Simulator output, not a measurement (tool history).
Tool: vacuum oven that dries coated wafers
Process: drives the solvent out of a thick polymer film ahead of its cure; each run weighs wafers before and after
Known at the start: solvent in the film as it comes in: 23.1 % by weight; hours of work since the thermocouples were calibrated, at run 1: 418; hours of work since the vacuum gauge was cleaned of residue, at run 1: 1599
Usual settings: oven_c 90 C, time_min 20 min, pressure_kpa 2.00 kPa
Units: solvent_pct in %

| run | day | oven_c | time_min | pressure_kpa | hours of work since the thermocouples were calibrated | hours of work since the vacuum gauge was cleaned of residue | solvent_pct |
|---|---|---|---|---|---|---|---|
| 1 | 0.000 | 90 | 20 | 2.00 | 418 | 1599 | 2.73 |
| 2 | 3.117 | 90 | 20 | 1.22 | 454 | 1635 | 2.21 |
| 3 | 4.738 | 90 | 20 | 1.22 | 473 | 1653 | 2.24 |
| 4 | 8.058 | 90 | 20 | 1.22 | 511 | 1691 | 2.25 |
| 5 | 11.554 | 90 | 20 | 1.22 | 551 | 1731 | 2.16 |
| 6 | 14.583 | 90 | 20 | 1.22 | 586 | 1766 | 2.19 |
| 7 | 17.242 | 90 | 20 | 1.22 | 616 | 1797 | 2.15 |
|  | 19.358 | oven's thermocouples calibrated |
| 8 | 20.858 | 90 | 20 | 1.22 | 17 | 1837 | 2.25 |
| 9 | 23.833 | 90 | 15 | 1.22 | 51 | 1871 | 3.38 |
| 10 | 25.808 | 86 | 20 | 5.57 | 74 | 1894 | 6.74 |
| 11 | 29.212 | 90 | 29 | 2.00 | 113 | 1933 | 1.87 |
| 12 | 31.079 | 94 | 13 | 1.93 | 135 | 1955 | 2.92 |
| 13 | 33.354 | 94 | 13 | 1.93 | 161 | 1981 | 2.89 |
| 14 | 35.029 | 90 | 20 | 6.12 | 180 | 2000 | 5.33 |
| 15 | 37.550 | 90 | 20 | 6.12 | 209 | 2029 | 5.27 |
| 16 | 39.417 | 90 | 20 | 6.12 | 230 | 2050 | 5.30 |
| 17 | 41.371 | 103 | 20 | 3.86 | 253 | 2073 | 1.75 |

Hidden state at the last listed run before each entry between runs and at the first one after, where it differs:
Between runs 7 and 8: oven's thermocouples calibrated (day 19.358)
  true wafer temperature over the reading, C: 0.54 -> 0.26; true pressure over the reading, kPa: 0.245 -> 0.251
  measured less the result without the state, solvent_pct: +0.00 -> +0.09 %
